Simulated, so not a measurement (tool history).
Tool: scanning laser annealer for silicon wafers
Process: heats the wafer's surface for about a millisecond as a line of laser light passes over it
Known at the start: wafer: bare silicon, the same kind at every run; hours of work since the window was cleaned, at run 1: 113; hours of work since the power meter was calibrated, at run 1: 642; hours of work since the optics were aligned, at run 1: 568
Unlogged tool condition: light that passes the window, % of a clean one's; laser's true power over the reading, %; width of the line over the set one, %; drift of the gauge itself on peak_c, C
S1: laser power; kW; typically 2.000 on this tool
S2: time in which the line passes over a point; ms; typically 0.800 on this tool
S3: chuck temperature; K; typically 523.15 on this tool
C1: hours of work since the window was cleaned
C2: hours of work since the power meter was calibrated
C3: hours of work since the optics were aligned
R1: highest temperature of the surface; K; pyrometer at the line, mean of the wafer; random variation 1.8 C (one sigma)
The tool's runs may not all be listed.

Run 1, hour 0.0: usual settings; C1 113; C2 642; C3 568. Result: R1 1335.15 K.
Run 2, hour 63.1: usual settings; C1 144; C2 673; C3 599. Result: R1 1338.15 K.
Run 3, hour 100.7: usual settings but S1 1.904 kW; C1 163; C2 692; C3 618. Result: R1 1292.15 K.
Run 4, hour 134.9: usual settings but S2 0.954 ms; C1 180; C2 709; C3 635. Result: R1 1412.15 K.
Run 5, hour 178.1: usual settings but S2 0.954 ms; C1 201; C2 730; C3 656. Result: R1 1410.15 K.
Run 6, hour 231.6: usual settings but S2 0.954 ms; C1 227; C2 756; C3 682. Result: R1 1408.15 K.
Run 7, hour 276.8: usual settings; C1 250; C2 779; C3 705. Result: R1 1328.15 K.
Run 8, hour 307.8: usual settings but S3 561.15 K; C1 265; C2 794; C3 720. Result: R1 1366.15 K.
Run 9, hour 338.7: usual settings but S3 561.15 K; C1 280; C2 809; C3 735. Result: R1 1364.15 K.
Run 10, hour 380.4: usual settings; C1 301; C2 830; C3 756. Result: R1 1323.15 K.
Run 11, hour 436.2: usual settings; C1 328; C2 857; C3 784. Result: R1 1324.15 K.
Run 12, hour 484.1: usual settings; C1 352; C2 881; C3 807. Result: R1 1323.15 K.
Run 13, hour 520.1: usual settings; C1 370; C2 899; C3 825. Result: R1 1321.15 K.
Run 14, hour 568.0: usual settings but S3 542.15 K; C1 393; C2 923; C3 849. Result: R1 1338.15 K.
At hour 602.3: window over the wafer cleaned.
Run 15, hour 606.8: usual settings but S3 542.15 K; C1 2; C2 941; C3 867. Result: R1 1362.15 K.
Run 16, hour 676.2: usual settings but S3 496.15 K; C1 36; C2 975; C3 901. Result: R1 1309.15 K.
Run 17, hour 710.0: usual settings; C1 53; C2 992; C3 918. Result: R1 1335.15 K.
Run 18, hour 771.8: usual settings but S2 0.899 ms; C1 84; C2 1022; C3 948. Result: R1 1390.15 K.
Run 19, hour 828.4: usual settings but S2 0.899 ms; C1 112; C2 1050; C3 976. Result: R1 1384.15 K.
Run 20, hour 874.5: usual settings but S2 0.899 ms; C1 134; C2 1073; C3 999. Result: R1 1382.15 K.
Run 21, hour 909.5: usual settings but S2 0.984 ms; C1 152; C2 1090; C3 1016. Result: R1 1425.15 K.
Run 22, hour 961.3: usual settings but S2 0.984 ms; C1 177; C2 1116; C3 1042. Result: R1 1425.15 K.
Run 23, hour 999.8: usual settings but S2 0.984 ms; C1 196; C2 1135; C3 1061. Result: R1 1426.15 K.
Run 24, hour 1067.0: usual settings but S2 0.984 ms; C1 229; C2 1168; C3 1094. Result: R1 1421.15 K.
At hour 1074.9: optics aligned, line set to its width.
Run 25, hour 1106.4: usual settings but S2 0.984 ms; C1 246; C2 1185; C3 16. Result: R1 1415.15 K.
Run 26, hour 1157.3: usual settings but S1 1.769 kW, S2 0.955 ms; C1 272; C2 1210; C3 41. Result: R1 1297.15 K.
Run 27, hour 1220.8: usual settings but S1 1.769 kW, S2 0.955 ms; C1 303; C2 1241; C3 72. Result: R1 1296.15 K.
Run 28, hour 1264.1: usual settings but S1 1.769 kW, S2 0.955 ms; C1 324; C2 1263; C3 93. Result: R1 1294.15 K.
Run 29, hour 1295.0: usual settings but S1 1.769 kW, S2 0.955 ms; C1 340; C2 1278; C3 109. Result: R1 1292.15 K.
At hour 1339.5: optics aligned, line set to its width, once more.
Run 30, hour 1360.4: usual settings but S1 1.769 kW, S2 0.955 ms; C1 369; C2 1308; C3 10. Result: R1 1300.15 K.
Run 31, hour 1389.3: usual settings but S1 1.800 kW, S2 0.613 ms, S3 503.15 K; C1 384; C2 1322; C3 25. Result: R1 1126.15 K.
At hour 1445.9: window over the wafer cleaned.
Run 32, hour 1452.8: usual settings but S1 2.047 kW, S2 0.774 ms, S3 516.15 K; C1 3; C2 1353; C3 55. Result: R1 1347.15 K.
Run 33, hour 1497.2: usual settings but S2 0.846 ms, S3 525.15 K; C1 25; C2 1374; C3 77. Result: R1 1374.15 K.
Run 34, hour 1550.3: usual settings but S2 0.846 ms, S3 525.15 K; C1 52; C2 1401; C3 103. Result: R1 1372.15 K.
Run 35, hour 1587.3: usual settings but S2 0.846 ms, S3 525.15 K; C1 70; C2 1419; C3 121. Result: R1 1374.15 K.
Run 36, hour 1637.8: usual settings but S2 0.562 ms, S3 525.15 K; C1 95; C2 1444; C3 146. Result: R1 1205.15 K.
Run 37, hour 1676.3: usual settings but S2 0.562 ms, S3 503.15 K; C1 114; C2 1463; C3 165. Result: R1 1181.15 K.
Run 38, hour 1720.7: usual settings but S3 517.15 K; C1 136; C2 1485; C3 187. Result: R1 1335.15 K.
Run 39, hour 1749.9: usual settings but S1 2.169 kW, S3 550.15 K; C1 150; C2 1499; C3 202. Result: R1 1436.15 K.
Run 40, hour 1816.6: usual settings but S1 2.169 kW, S3 550.15 K; C1 183; C2 1532; C3 235. Result: R1 1436.15 K.
Run 41, hour 1871.3: usual settings but S1 2.004 kW, S2 0.776 ms, S3 499.15 K; C1 210; C2 1559; C3 262. Result: R1 1301.15 K.

Below, some changes in R1 between adjacent runs. For each, the amount present without the hidden state too (settings, incoming material, random variation) and the amount remaining for the hidden state with gauge scatter not shared by both compared results:
Run 14 -> 15: window over the wafer cleaned. R1 +24.00 K: hidden state +21.00, all else +3.00.
Run 29 -> 30: optics aligned, line set to its width, once more. R1 +8.00 K: hidden state +11.00, all else -3.00.
Run 30 -> 31: S1 1.769 -> 1.800, S2 0.955 -> 0.613, S3 523.15 -> 503.15. R1 -174.00 K: hidden state +2.00, all else -176.00.
Run 31 -> 32: S1 1.800 -> 2.047, S2 0.613 -> 0.774, S3 503.15 -> 516.15, window over the wafer cleaned. R1 +221.00 K: hidden state +20.00, all else +201.00.
Run 35 -> 36: S2 0.846 -> 0.562. R1 -169.00 K: hidden state -2.00, all else -167.00.

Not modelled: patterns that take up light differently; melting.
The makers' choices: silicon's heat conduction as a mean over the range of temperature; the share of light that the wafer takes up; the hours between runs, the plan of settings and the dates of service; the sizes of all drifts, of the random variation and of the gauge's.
